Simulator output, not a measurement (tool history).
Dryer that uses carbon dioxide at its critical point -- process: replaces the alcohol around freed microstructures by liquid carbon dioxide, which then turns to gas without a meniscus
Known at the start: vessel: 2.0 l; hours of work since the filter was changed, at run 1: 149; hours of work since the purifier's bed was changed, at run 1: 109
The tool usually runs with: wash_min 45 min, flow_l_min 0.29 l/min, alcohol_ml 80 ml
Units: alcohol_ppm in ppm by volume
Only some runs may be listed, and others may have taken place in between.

run,hour,wash_min,flow_l_min,alcohol_ml,hours of work since the filter was changed,hours of work since the purifier's bed was changed,alcohol_ppm
1,0,45,0.29,80,149,109,352
2,5.7,45,0.454,80,151,111,58
3,13.8,45,0.454,80,153,113,61
4,20.6,45,0.29,80,156,115,358
5,28.1,45,0.29,80,158,118,367
6,36.3,45,0.355,80,160,120,153
7,48.1,45,0.29,80,164,124,366
8,53.8,45,0.29,80,166,126,367
9,64.3,45,0.29,80,169,129,360
10,69.4,45,0.29,107,171,130,485
11,76,45,0.29,107,173,132,492
12,86.8,45,0.29,107,176,136,489
13,95.7,45,0.336,80,179,139,209
14,104.3,41,0.336,80,182,141,296
15,111.7,41,0.336,80,184,144,303
16,123.3,41,0.336,80,187,147,300
17,133.2,45,0.29,80,191,150,400
18,138.2,45,0.29,80,192,152,391
19,145,32,0.29,80,194,154,1427
20,152.6,45,0.306,102,197,156,391
21,160.1,72,0.2,80,199,159,265
22,167.3,45,0.462,62,201,161,67
23,174.1,51,0.271,99,203,163,382
24,183.7,51,0.271,99,206,166,373
25,191,51,0.321,99,209,168,184
26,197.2,51,0.321,99,210,170,185
27,202.7,28,0.43,80,212,172,582
28,213.2,31,0.273,80,215,175,1937
29,220.5,45,0.452,51,218,177,68
30,229.5,45,0.244,80,220,180,840
31,241.3,45,0.244,80,224,184,834
32,252.8,45,0.29,60,228,187,327
33,263.5,31,0.29,33,231,191,711
34,270.1,70,0.21,30,233,193,139
35,281.4,70,0.21,30,237,196,138
36,286.5,70,0.352,115,238,198,63

Below, each run's measurement less what the same run would have read without the hidden state. Both values contain the same run-to-run variation, but the gauge's scatter may not be the same in both:
Unlogged tool condition in this case: flow that reaches the vessel past the clogged filter, %; alcohol in the recycled carbon dioxide, ppm; drift of the gauge itself on alcohol_ppm, %.
run,alcohol_ppm
1,+115
2,+39
3,+41
4,+120
5,+121
6,+72
7,+130
8,+129
9,+132
10,+167
11,+170
12,+172
13,+93
14,+123
15,+125
16,+126
17,+153
18,+155
19,+380
20,+159
21,+122
22,+52
23,+164
24,+162
25,+98
26,+101
27,+219
28,+510
29,+56
30,+293
31,+295
32,+149
33,+231
34,+84
35,+86
36,+58
